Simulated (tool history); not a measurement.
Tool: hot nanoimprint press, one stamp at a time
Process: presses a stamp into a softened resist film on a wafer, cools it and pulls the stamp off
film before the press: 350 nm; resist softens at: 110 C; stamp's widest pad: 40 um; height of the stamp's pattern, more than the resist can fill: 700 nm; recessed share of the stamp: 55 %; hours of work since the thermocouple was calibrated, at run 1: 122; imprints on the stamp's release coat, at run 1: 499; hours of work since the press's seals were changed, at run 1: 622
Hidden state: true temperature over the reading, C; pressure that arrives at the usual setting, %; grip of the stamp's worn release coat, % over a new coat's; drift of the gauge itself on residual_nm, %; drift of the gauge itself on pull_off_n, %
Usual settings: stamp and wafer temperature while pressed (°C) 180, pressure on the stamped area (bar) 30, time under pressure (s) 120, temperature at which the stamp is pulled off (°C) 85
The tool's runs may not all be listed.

run	day	stamp and wafer temperature while pressed (°C)	pressure on the stamped area (bar)	time under pressure (s)	temperature at which the stamp is pulled off (°C)	hours of work since the thermocouple was calibrated	imprints on the stamp's release coat	hours of work since the press's seals were changed	resist left under the stamp's widest pad (angstrom)	greatest force while the stamp is pulled off (N)
1	0.000	180	30	120	85	122	499	622	2048	259
2	0.912	180	30	120	85	138	593	638	2077	261
3	1.533	180	30	120	85	149	657	649	2064	263
# day 2.538: stamp cleaned and given a new release coat
4	2.712	180	30	120	85	165	18	665	2081	229
5	3.312	180	30	120	85	176	80	676	2069	233
6	4.092	180	30	120	85	190	160	690	2064	237

Forecast run 7:
7	4.688	187	30	120	85	200	221	701	?	?

resist left under the stamp's widest pad (angstrom): 1656
greatest force while the stamp is pulled off (N): 245
Without the tool's hidden state the same run would have given resist left under the stamp's widest pad (angstrom) 1592, greatest force while the stamp is pulled off (N) 233.

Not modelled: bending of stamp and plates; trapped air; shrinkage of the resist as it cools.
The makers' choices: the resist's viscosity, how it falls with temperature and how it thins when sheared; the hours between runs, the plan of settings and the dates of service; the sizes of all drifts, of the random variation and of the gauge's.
